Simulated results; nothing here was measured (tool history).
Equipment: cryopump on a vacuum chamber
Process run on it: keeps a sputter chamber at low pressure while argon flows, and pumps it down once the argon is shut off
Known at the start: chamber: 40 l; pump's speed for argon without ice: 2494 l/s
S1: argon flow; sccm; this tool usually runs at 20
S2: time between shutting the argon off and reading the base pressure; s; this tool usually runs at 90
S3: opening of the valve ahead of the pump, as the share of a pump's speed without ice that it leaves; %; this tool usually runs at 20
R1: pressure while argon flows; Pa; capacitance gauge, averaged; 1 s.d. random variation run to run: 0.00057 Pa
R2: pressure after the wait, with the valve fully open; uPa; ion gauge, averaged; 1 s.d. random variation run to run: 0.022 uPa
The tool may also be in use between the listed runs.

run,hour,S1,S2,S3,R1,R2
1,0,20,90,20,0.0685,0.59
2,29.9,20,90,20,0.0692,0.54
3,52.2,20,90,20,0.0696,0.58
4,72.3,20,90,25,0.0562,0.61
5,104.1,20,90,25,0.0556,0.66
6,138.9,20,90,41,0.0351,0.67
7,172.9,20,90,20,0.0698,0.67
8,190.3,20,90,20,0.0698,0.71
9,219.6,20,90,20,0.0689,0.71
10,245,20,47,20,0.0686,1.09
11,273,20,144,20,0.0699,0.6
12,292,27,59,18,0.1056,0.98
13,316.9,21,27,25,0.059,1.83
14,339.1,21,27,25,0.0594,1.77
15,357.1,11,26,25,0.0308,1.83
16,389.3,20,160,20,0.0701,0.63
17,420.2,34,164,52,0.0481,0.67
18,446.5,22,90,20,0.077,0.86
19,465.3,30,30,32,0.0674,1.75

5 ways to go on from here, each from the tool as it stands after run 19. What would each give?
A,483.3,30,160,34,?,?
B,483.3,20,147,20,?,?
C,483.3,9,72,55,?,?
D,483.3,34,30,32,?,?
E,483.3,20,90,40,?,?

run,R1,R2
A,0.0643,0.73
B,0.0701,0.71
C,0.0123,1
D,0.0759,1.84
E,0.0369,0.91
The same runs, with their run-to-run variation unchanged, on a tool lacking any hidden condition would have given:
run,R1,R2
A,0.0607,0.38
B,0.0677,0.37
C,0.0112,0.66
D,0.0718,1.48
E,0.0345,0.57
